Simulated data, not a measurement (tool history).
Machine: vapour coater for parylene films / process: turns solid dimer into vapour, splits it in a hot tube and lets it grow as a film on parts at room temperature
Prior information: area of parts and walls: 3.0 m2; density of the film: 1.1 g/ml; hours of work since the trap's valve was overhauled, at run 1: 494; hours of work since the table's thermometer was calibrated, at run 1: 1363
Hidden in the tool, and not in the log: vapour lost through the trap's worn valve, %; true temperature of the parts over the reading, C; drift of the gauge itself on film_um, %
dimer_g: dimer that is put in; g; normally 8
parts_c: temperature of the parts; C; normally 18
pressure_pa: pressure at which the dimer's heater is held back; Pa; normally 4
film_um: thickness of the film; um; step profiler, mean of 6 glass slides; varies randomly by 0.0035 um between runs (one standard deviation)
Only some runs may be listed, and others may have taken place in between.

run    hour  dimer_g  parts_c  pressure_pa  hours of work since the trap's valve was overhauled  hours of work since the table's thermometer was calibrated  film_um
  1       0        8       18            4                                                  494                                                        1363    1.265
       43.2  -- trap's valve overhauled
  2    83.9        8       18            4                                                   35                                                        1431    1.259
  3   161.7        8       18        11.84                                                  102                                                        1498    1.125
        207  -- table's thermometer calibrated
  4   211.9        3       18            4                                                  144                                                           4    0.479
  5   273.5        8       18            4                                                  197                                                          57    1.261
  6   313.8        8       18            4                                                  232                                                          92    1.262
  7   402.4       11       18            4                                                  308                                                         168    1.726
  8   467.7       11       18            4                                                  364                                                         224    1.728
  9   510.3        8       18            4                                                  400                                                         261    1.254
 10   595.9        8       18            4                                                  474                                                         334    1.246
      661.4  -- trap's valve overhauled
 11   668.9        8       18            4                                                    6                                                         393    1.249
 12     730        8       18            4                                                   59                                                         446     1.25
 13   767.9        8       23            4                                                   91                                                         478    1.101
 14   828.5        8       23            4                                                  144                                                         530    1.097
 15   911.4        8       18            4                                                  215                                                         601    1.246
 16   972.3        8       18            4                                                  267                                                         654    1.238
 17    1060        8       18            4                                                  342                                                         729    1.239
 18  1123.2        8       18            4                                                  397                                                         783     1.24
     1154.4  -- gauge calibrated
 19  1172.7        8       18            4                                                  439                                                         826    1.265
 20    1223        8       18            4                                                  482                                                         869    1.263
 21    1264        8       18            4                                                  517                                                         904     1.26
     1279.4  -- trap's valve overhauled
 22  1315.1        8       18            4                                                   31                                                         945    1.264
 23  1396.1        8       18         2.36                                                  100                                                        1014    1.324
 24  1454.4        8       18         2.36                                                  150                                                        1064    1.323
 25  1492.5       10       27            4                                                  183                                                        1097    1.243
 26  1562.4       12       18            4                                                  243                                                        1157    1.881
 27  1600.2       12       18            4                                                  276                                                        1190    1.882
 28  1687.3       12       18            4                                                  350                                                        1264    1.882
 29    1767        6       18         9.96                                                  419                                                        1333    0.856
 30  1823.9        4       10        10.82                                                  468                                                        1382    0.695
 31  1860.4        3       12         3.98                                                  499                                                        1413    0.549
     1894.8  -- trap's valve overhauled
 32  1935.8        6       15          2.4                                                   35                                                        1474    1.064
 33  1996.8        4       26         4.13                                                   88                                                        1527    0.506
       2012  -- table's thermometer calibrated
 34  2083.6        4       26         4.13                                                  161                                                          62    0.506
 35  2169.2        8       18        10.76                                                  235                                                         135    1.125
 36  2246.7        8       27         5.61                                                  301                                                         202    0.954
 37  2288.9        4       12            4                                                  338                                                         238    0.727
 38  2339.2        8       12            4                                                  381                                                         281     1.45
 39  2414.1        4       18         2.72                                                  445                                                         345    0.643
 40  2480.1        9       11         2.05                                                  502                                                         402    1.783
     2507.4  -- trap's valve overhauled
 41  2523.1        8       12         4.48                                                   13                                                         436     1.43
 42  2593.3        8       22         2.61                                                   74                                                         496    1.157
 43  2660.2        3       17          5.8                                                  131                                                         553     0.46
 44  2718.4        8       14         3.65                                                  181                                                         603     1.38
 45  2791.1       12       19        11.63                                                  244                                                         666    1.619
 46  2829.6       12       19        11.63                                                  277                                                         699    1.617

Describe how what the log doesn't record of the tool's condition differs between the last listed run preceding each entry between runs and the first listed run following it.
From run 1 to run 2: trap's valve overhauled (hour 43.2)
  vapour lost through the trap's worn valve, %: 0.1 -> 0; drift of the gauge itself on film_um, %: 0 -> -0.12
  measured less the result without the state, film_um: +0 -> -0.001 um
From run 3 to run 4: table's thermometer calibrated (hour 207)
  true temperature of the parts over the reading, C: -0.01 -> 0; drift of the gauge itself on film_um, %: -0.23 -> -0.31
  measured less the result without the state, film_um: -0.003 -> -0.001 um
From run 10 to run 11: trap's valve overhauled (hour 661.4)
  vapour lost through the trap's worn valve, %: 0.1 -> 0; drift of the gauge itself on film_um, %: -0.88 -> -0.98
  measured less the result without the state, film_um: -0.011 -> -0.012 um
From run 18 to run 19: gauge calibrated (hour 1154.4)
  drift of the gauge itself on film_um, %: -1.65 -> -0.03
  measured less the result without the state, film_um: -0.022 -> -0.001 um
From run 21 to run 22: trap's valve overhauled (hour 1279.4)
  vapour lost through the trap's worn valve, %: 0.1 -> 0; drift of the gauge itself on film_um, %: -0.16 -> -0.23
  measured less the result without the state, film_um: -0.002 -> -0.003 um
From run 31 to run 32: trap's valve overhauled (hour 1894.8)
  vapour lost through the trap's worn valve, %: 0.1 -> 0; drift of the gauge itself on film_um, %: -1.04 -> -1.15
  measured less the result without the state, film_um: -0.006 -> -0.012 um
From run 33 to run 34: table's thermometer calibrated (hour 2012)
  true temperature of the parts over the reading, C: -0.01 -> 0; drift of the gauge itself on film_um, %: -1.24 -> -1.36
  measured less the result without the state, film_um: -0.006 -> -0.007 um
From run 40 to run 41: trap's valve overhauled (hour 2507.4)
  vapour lost through the trap's worn valve, %: 0.1 -> 0; drift of the gauge itself on film_um, %: -1.95 -> -2.01
  measured less the result without the state, film_um: -0.036 -> -0.03 um
